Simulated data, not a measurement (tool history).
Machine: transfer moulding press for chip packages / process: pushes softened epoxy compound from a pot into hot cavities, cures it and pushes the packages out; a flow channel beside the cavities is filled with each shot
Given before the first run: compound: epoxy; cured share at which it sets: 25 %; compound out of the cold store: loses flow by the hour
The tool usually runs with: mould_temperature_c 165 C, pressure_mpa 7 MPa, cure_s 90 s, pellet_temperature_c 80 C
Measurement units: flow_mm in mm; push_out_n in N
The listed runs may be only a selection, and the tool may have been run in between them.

| run | day | mould_temperature_c | pressure_mpa | cure_s | pellet_temperature_c | incoming compound's hours out of the cold store | flow_mm | push_out_n |
|---|---|---|---|---|---|---|---|---|
| 1 | 0 | 165 | 7 | 90 | 80 | 12.8 | 861 | 523 |
|  | 2.967 | cavities cleaned with cleaning compound and waxed |
| 2 | 3.396 | 165 | 7 | 90 | 80 | 11.9 | 848 | 468 |
| 3 | 6.292 | 165 | 7 | 90 | 80 | 39.8 | 704 | 690 |
|  | 6.9 | cavities cleaned with cleaning compound and waxed |
| 4 | 8.1 | 165 | 7 | 90 | 80 | 46.2 | 669 | 551 |
| 5 | 10.225 | 165 | 7 | 90 | 80 | 11.1 | 844 | 686 |
|  | 10.988 | cavities cleaned with cleaning compound and waxed |
|  | 11.254 | plunger's sealing rings changed |
| 6 | 12.092 | 165 | 7 | 90 | 80 | 19.5 | 883 | 556 |
|  | 14.983 | cavities cleaned with cleaning compound and waxed |
| 7 | 15.592 | 165 | 7 | 90 | 80 | 36.5 | 788 | 467 |
| 8 | 18.204 | 165 | 5.21 | 90 | 80 | 44.5 | 634 | 670 |
|  | 19.062 | cavities cleaned with cleaning compound and waxed |
| 9 | 20.988 | 165 | 7 | 90 | 80 | 17.2 | 871 | 613 |
|  | 22.971 | cavities cleaned with cleaning compound and waxed |
| 10 | 22.971 | 165 | 7 | 90 | 80 | 37.8 | 757 | 416 |
| 11 | 25.179 | 165 | 7 | 90 | 80 | 42.7 | 715 | 613 |
|  | 26.892 | cavities cleaned with cleaning compound and waxed |
| 12 | 28.179 | 165 | 7 | 90 | 80 | 35.3 | 739 | 544 |
|  | 28.646 | mould's thermocouples calibrated |
|  | 30.842 | cavities cleaned with cleaning compound and waxed |
| 13 | 31.788 | 165 | 7 | 90 | 80 | 42.2 | 707 | 532 |
| 14 | 33.854 | 165 | 7 | 90 | 80 | 21.7 | 802 | 639 |
|  | 34.9 | cavities cleaned with cleaning compound and waxed |
| 15 | 35.712 | 165 | 7 | 90 | 86 | 19 | 812 | 524 |
|  | 38.746 | cavities cleaned with cleaning compound and waxed |
| 16 | 39.717 | 165 | 6.47 | 90 | 80 | 22.8 | 745 | 522 |
| 17 | 41.771 | 165 | 7.07 | 83 | 80 | 18.5 | 795 | 745 |
|  | 42.75 | plunger's sealing rings changed |
|  | 42.812 | cavities cleaned with cleaning compound and waxed |
| 18 | 45.658 | 171 | 7 | 90 | 80 | 34.8 | 776 | 609 |
|  | 46.771 | cavities cleaned with cleaning compound and waxed |
| 19 | 49.188 | 172 | 7 | 99 | 80 | 27.2 | 824 | 559 |
|  | 50.708 | cavities cleaned with cleaning compound and waxed |
| 20 | 52.546 | 172 | 7 | 99 | 80 | 14.2 | 869 | 531 |
|  | 54.633 | cavities cleaned with cleaning compound and waxed |
| 21 | 55.217 | 172 | 7 | 99 | 73 | 40.4 | 729 | 440 |
|  | 58.621 | cavities cleaned with cleaning compound and waxed |
| 22 | 58.621 | 172 | 7 | 99 | 73 | 17.4 | 830 | 384 |
| 23 | 60.758 | 168 | 7.93 | 118 | 79 | 43.2 | 752 | 527 |
|  | 62.758 | cavities cleaned with cleaning compound and waxed |
| 24 | 64.338 | 162 | 5.26 | 118 | 79 | 12.3 | 765 | 537 |
| 25 | 66.442 | 167 | 6.04 | 104 | 81 | 30.3 | 695 | 608 |
|  | 66.692 | cavities cleaned with cleaning compound and waxed |
|  | 68.717 | mould's thermocouples calibrated |
| 26 | 69.925 | 165 | 8.64 | 90 | 73 | 36.9 | 801 | 663 |

Selected run-to-run steps in flow_mm, each split into two signed amounts: the part the tool would show with no hidden state at all (from settings, incoming material and random variation), and the remainder, which goes to the hidden state together with any gauge scatter not common to the measured and the hidden-state-free results:
Unlogged tool condition in this case: true mould temperature over the reading, C; pressure that reaches the compound, % of what is set; grip of the stained cavities, % over clean ones'; drift of the gauge itself on flow_mm, %; drift of the gauge itself on push_out_n, %.
Run 4 -> 5: no setting changed, nothing entered. flow_mm +175 mm: hidden state -30, all else +205.
Run 5 -> 6: cavities cleaned with cleaning compound and waxed, plunger's sealing rings changed. flow_mm +39 mm: hidden state +103, all else -64.
Run 8 -> 9: pressure_mpa 5.21 -> 7, cavities cleaned with cleaning compound and waxed. flow_mm +237 mm: hidden state -17, all else +254.
Run 17 -> 18: mould_temperature_c 165 -> 171, pressure_mpa 7.07 -> 7, cure_s 83 -> 90, plunger's sealing rings changed, cavities cleaned with cleaning compound and waxed. flow_mm -19 mm: hidden state +101, all else -120.
